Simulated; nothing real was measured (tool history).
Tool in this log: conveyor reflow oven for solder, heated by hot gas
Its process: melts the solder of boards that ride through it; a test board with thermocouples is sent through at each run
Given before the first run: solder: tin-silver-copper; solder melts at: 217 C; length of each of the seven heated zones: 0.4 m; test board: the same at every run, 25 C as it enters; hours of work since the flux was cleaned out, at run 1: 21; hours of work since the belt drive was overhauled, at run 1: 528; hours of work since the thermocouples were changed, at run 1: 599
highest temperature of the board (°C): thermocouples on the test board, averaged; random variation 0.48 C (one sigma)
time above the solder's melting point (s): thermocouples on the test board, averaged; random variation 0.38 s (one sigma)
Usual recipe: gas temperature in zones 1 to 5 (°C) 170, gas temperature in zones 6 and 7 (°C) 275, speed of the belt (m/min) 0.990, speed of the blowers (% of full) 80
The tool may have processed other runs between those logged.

run    hour  gas temperature in zones 1 to 5 (°C)  gas temperature in zones 6 and 7 (°C)  speed of the belt (m/min)  speed of the blowers (% of full)  hours of work since the flux was cleaned out  hours of work since the belt drive was overhauled  hours of work since the thermocouples were changed  highest temperature of the board (°C)  time above the solder's melting point (s)
  1     0.0                                   170                                    275                      0.990                                80                                            21                                                528                                                 599                                  256.1                                       37.6
       55.7  -- thermocouples of zones 6 and 7 changed
  2    84.2                                   170                                    275                      0.990                                80                                            82                                                589                                                  21                                  256.8                                       38.0
  3   164.3                                   170                                    275                      0.990                                80                                           141                                                648                                                  80                                  256.8                                       36.9
  4   239.0                                   170                                    275                      0.990                                80                                           196                                                703                                                 136                                  255.2                                       37.5
  5   337.3                                   170                                    275                      0.990                                80                                           269                                                776                                                 208                                  254.4                                       36.9
  6   430.4                                   170                                    275                      1.153                                80                                           338                                                845                                                 277                                  248.5                                       28.4
      469.9  -- belt drive overhauled, speed set with a stopwatch
  7   514.1                                   170                                    275                      1.153                                80                                           397                                                 33                                                 336                                  247.3                                       27.4
      532.8  -- flux residue cleaned out of gas plates and filters
  8   580.7                                   159                                    275                      0.990                                80                                            35                                                 78                                                 382                                  255.4                                       35.8
  9   646.6                                   159                                    275                      0.990                                80                                            84                                                127                                                 431                                  255.0                                       34.1
      713.0  -- belt drive overhauled, speed set with a stopwatch, once more
 10   734.6                                   159                                    275                      0.990                                80                                           146                                                 16                                                 493                                  253.3                                       32.8
 11   825.4                                   159                                    275                      0.990                                80                                           214                                                 83                                                 560                                  252.9                                       33.3
 12   926.5                                   170                                    275                      0.990                                80                                           288                                                158                                                 635                                  253.6                                       35.8
      933.9  -- thermocouples of zones 6 and 7 changed
 13   987.4                                   170                                    275                      0.990                                80                                           332                                                202                                                  40                                  254.8                                       35.7
 14  1049.7                                   170                                    275                      0.990                                80                                           378                                                248                                                  86                                  253.6                                       35.4
     1092.2  -- flux residue cleaned out of gas plates and filters
 15  1151.2                                   173                                    269                      0.812                                80                                            44                                                319                                                 157                                  258.5                                       48.1
 16  1201.3                                   177                                    269                      1.020                                80                                            81                                                356                                                 194                                  251.7                                       35.3
 17  1298.1                                   177                                    269                      0.871                                75                                           152                                                428                                                 266                                  255.5                                       44.2
 18  1377.6                                   183                                    269                      1.089                                75                                           211                                                487                                                 325                                  248.1                                       32.9
 19  1476.4                                   183                                    269                      1.089                                75                                           284                                                560                                                 398                                  247.4                                       32.2
 20  1526.5                                   170                                    277                      0.990                                80                                           321                                                597                                                 435                                  255.7                                       36.0
 21  1568.2                                   170                                    277                      0.990                                80                                           352                                                628                                                 466                                  255.2                                       36.9
 22  1631.7                                   163                                    277                      1.140                                87                                           399                                                675                                                 513                                  248.8                                       26.6
     1644.7  -- flux residue cleaned out of gas plates and filters
 23  1709.0                                   159                                    273                      1.103                                64                                            48                                                728                                                 566                                  245.1                                       26.1
 24  1802.1                                   179                                    275                      0.990                                80                                           116                                                797                                                 635                                  257.6                                       39.9
     1812.1  -- thermocouples of zones 6 and 7 changed
 25  1848.1                                   183                                    275                      0.990                                82                                           149                                                830                                                  27                                  259.5                                       42.9
     1912.7  -- belt drive overhauled, speed set with a stopwatch
 26  1918.2                                   183                                    275                      0.990                                82                                           198                                                  4                                                  76                                  259.6                                       41.0
 27  1999.1                                   170                                    264                      0.791                                80                                           258                                                 64                                                 135                                  252.3                                       45.9

Predict each of these 5 candidate next runs independently; none follows another, all start after run 27:
  A  2043.3                                   158                                    273                      0.791                                80                                           291                                                 97                                                 168                                      ?                                          ?
  B  2043.3                                   170                                    275                      0.961                                80                                           291                                                 97                                                 168                                      ?                                          ?
  C  2043.3                                   158                                    275                      0.907                                50                                           291                                                 97                                                 168                                      ?                                          ?
  D  2043.3                                   184                                    269                      0.990                                62                                           291                                                 97                                                 168                                      ?                                          ?
  E  2043.3                                   180                                    275                      0.990                                52                                           291                                                 97                                                 168                                      ?                                          ?

run  highest temperature of the board (°C)  time above the solder's melting point (s)
  A                                  258.8                                       45.9
  B                                  256.9                                       38.9
  C                                  250.6                                       34.1
  D                                  249.8                                       37.3
  E                                  252.0                                       36.9
The same runs, with their run-to-run variation unchanged, on a tool lacking any hidden condition would have given:
run  highest temperature of the board (°C)  time above the solder's melting point (s)
  A                                  261.7                                       47.6
  B                                  260.2                                       40.6
  C                                  253.7                                       36.1
  D                                  252.6                                       39.0
  E                                  254.9                                       38.6

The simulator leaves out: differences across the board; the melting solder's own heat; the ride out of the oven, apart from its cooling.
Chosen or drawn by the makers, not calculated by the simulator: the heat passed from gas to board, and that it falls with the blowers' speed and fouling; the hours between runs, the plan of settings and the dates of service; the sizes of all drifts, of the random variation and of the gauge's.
